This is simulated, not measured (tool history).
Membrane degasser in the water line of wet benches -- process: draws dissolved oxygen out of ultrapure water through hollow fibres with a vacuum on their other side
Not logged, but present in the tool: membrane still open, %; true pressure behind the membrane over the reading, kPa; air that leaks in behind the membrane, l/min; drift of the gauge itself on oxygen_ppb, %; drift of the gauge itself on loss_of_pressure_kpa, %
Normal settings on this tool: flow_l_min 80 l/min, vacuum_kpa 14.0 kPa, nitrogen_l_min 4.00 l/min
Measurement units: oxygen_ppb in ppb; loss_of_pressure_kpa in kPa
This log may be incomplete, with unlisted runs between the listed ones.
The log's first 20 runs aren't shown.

run	hour	flow_l_min	vacuum_kpa	nitrogen_l_min	hours since the membrane was changed	hours since the vacuum gauge was calibrated	hours since the vacuum lines were made tight	oxygen_ppb	loss_of_pressure_kpa
21	2776.2	86	12.8	4.00	6725	2470	869	447.1	60.63
22	2928.5	98	10.3	4.00	6877	2623	1022	380.3	68.89
23	3059.4	98	10.3	4.00	7008	2753	1152	378.8	69.17
24	3182.4	80	14.1	8.62	7131	2876	1276	242.8	56.88
25	3286.8	80	14.1	8.62	7235	2981	1380	242.6	56.33
26	3478.5	70	22.9	4.00	7427	3173	1572	724.7	49.95
# hour 3590.2: vacuum gauge calibrated
27	3668.1	115	14.0	4.00	7616	78	1761	637.3	81.78
28	3849.1	115	14.0	4.00	7797	259	1942	638.0	81.78
29	3998.8	96	28.4	8.54	7947	409	2091	630.1	68.47
30	4090.4	79	25.8	1.90	8039	500	2183	1579.5	55.88
31	4220.1	114	27.7	10.23	8168	630	2313	619.4	81.07

5 options for the next run, each taken on its own from the tool as it stands now. Forecast them:
A	4316.3	108	27.7	10.23	8264	726	2409	?	?
B	4316.3	80	14.5	4.00	8264	726	2409	?	?
C	4316.3	114	27.7	2.06	8264	726	2409	?	?
D	4316.3	114	27.7	4.34	8264	726	2409	?	?
E	4316.3	74	16.9	2.50	8264	726	2409	?	?

run	oxygen_ppb	loss_of_pressure_kpa
A	586.1	76.61
B	487.9	57.14
C	2037.7	80.78
D	1222.7	81.06
E	792.8	52.67
With the hidden condition removed and each run's random variation left untouched, the same runs would have given:
run	oxygen_ppb	loss_of_pressure_kpa
A	586.0	75.16
B	487.8	56.07
C	2037.6	79.25
D	1222.6	79.53
E	792.8	51.67
